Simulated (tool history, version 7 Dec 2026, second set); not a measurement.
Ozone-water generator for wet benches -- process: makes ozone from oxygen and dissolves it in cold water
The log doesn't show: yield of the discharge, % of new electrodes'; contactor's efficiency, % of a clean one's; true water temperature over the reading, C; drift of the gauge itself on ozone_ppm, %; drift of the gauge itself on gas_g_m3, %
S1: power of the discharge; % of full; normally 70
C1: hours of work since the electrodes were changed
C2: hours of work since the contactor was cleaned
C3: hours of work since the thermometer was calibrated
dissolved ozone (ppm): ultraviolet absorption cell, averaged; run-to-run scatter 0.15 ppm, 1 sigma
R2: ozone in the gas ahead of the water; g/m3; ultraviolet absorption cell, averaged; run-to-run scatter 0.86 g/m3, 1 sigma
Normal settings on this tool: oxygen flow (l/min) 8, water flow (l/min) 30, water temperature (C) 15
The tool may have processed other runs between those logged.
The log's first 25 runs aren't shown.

Run 26, hour 2622.2: usual settings but S1 63 % of full, oxygen flow (l/min) 11.44, water flow (l/min) 20, water temperature (C) 10; C1 5937; C2 86; C3 759. Result: dissolved ozone (ppm) 18.2, R2 83.7 g/m3.
Run 27, hour 2717.1: usual settings but S1 63 % of full, oxygen flow (l/min) 11.44, water flow (l/min) 20, water temperature (C) 10; C1 6001; C2 150; C3 823. Result: dissolved ozone (ppm) 18, R2 83.4 g/m3.
At hour 2759.6: electrodes of the discharge changed.
Run 28, hour 2807.1: usual settings but S1 63 % of full, oxygen flow (l/min) 4.74, water flow (l/min) 29, water temperature (C) 16; C1 32; C2 206; C3 880. Result: dissolved ozone (ppm) 13.4, R2 150.8 g/m3.
Run 29, hour 2906.3: usual settings but S1 92 % of full, oxygen flow (l/min) 4.74, water flow (l/min) 18, water temperature (C) 7; C1 99; C2 273; C3 946. Result: dissolved ozone (ppm) 31.9, R2 209.8 g/m3.
Run 30, hour 3028.6: usual settings but S1 92 % of full, oxygen flow (l/min) 7.93, water flow (l/min) 29, water temperature (C) 21; C1 181; C2 355; C3 1029. Result: dissolved ozone (ppm) 20.2, R2 177.3 g/m3.
At hour 3046.2: contactor cleaned, once more.
Run 31, hour 3159.3: usual settings but S1 92 % of full, oxygen flow (l/min) 7.93, water flow (l/min) 22, water temperature (C) 21; C1 266; C2 76; C3 1114. Result: dissolved ozone (ppm) 25.6, R2 174.8 g/m3.
Run 32, hour 3312.8: usual settings but S1 92 % of full, oxygen flow (l/min) 7.93, water flow (l/min) 22, water temperature (C) 21; C1 369; C2 179; C3 1217. Result: dissolved ozone (ppm) 25.5, R2 174.1 g/m3.
Run 33, hour 3434.3: usual settings but S1 55 % of full, oxygen flow (l/min) 7.93, water flow (l/min) 37, water temperature (C) 21; C1 451; C2 261; C3 1299. Result: dissolved ozone (ppm) 10.7, R2 110.9 g/m3.

Forecast each of these 4 alternatives for the next run:
Run A, hour 3578.9: usual settings but S1 66 % of full; C1 548; C2 358; C3 1396. Result: dissolved ozone (ppm) ?, R2 ?.
Run B, hour 3578.9: usual settings but S1 52 % of full, oxygen flow (l/min) 7.93, water flow (l/min) 32, water temperature (C) 14; C1 548; C2 358; C3 1396. Result: dissolved ozone (ppm) ?, R2 ?.
Run C, hour 3578.9: usual settings but S1 43 % of full, oxygen flow (l/min) 7.93, water flow (l/min) 40, water temperature (C) 14; C1 548; C2 358; C3 1396. Result: dissolved ozone (ppm) ?, R2 ?.
Run D, hour 3578.9: usual settings but oxygen flow (l/min) 6.16; C1 548; C2 358; C3 1396. Result: dissolved ozone (ppm) ?, R2 ?.

run  dissolved ozone (ppm)     R2
  A                   16.7  131.4
  B                   13.1  104.5
  C                      9   89.9
  D                   16.1    149
With no hidden state in the tool, these same runs would have given:
run  dissolved ozone (ppm)     R2
  A                   17.4  135.2
  B                   13.5  106.8
  C                    9.3   91.4
  D                   16.8  153.5
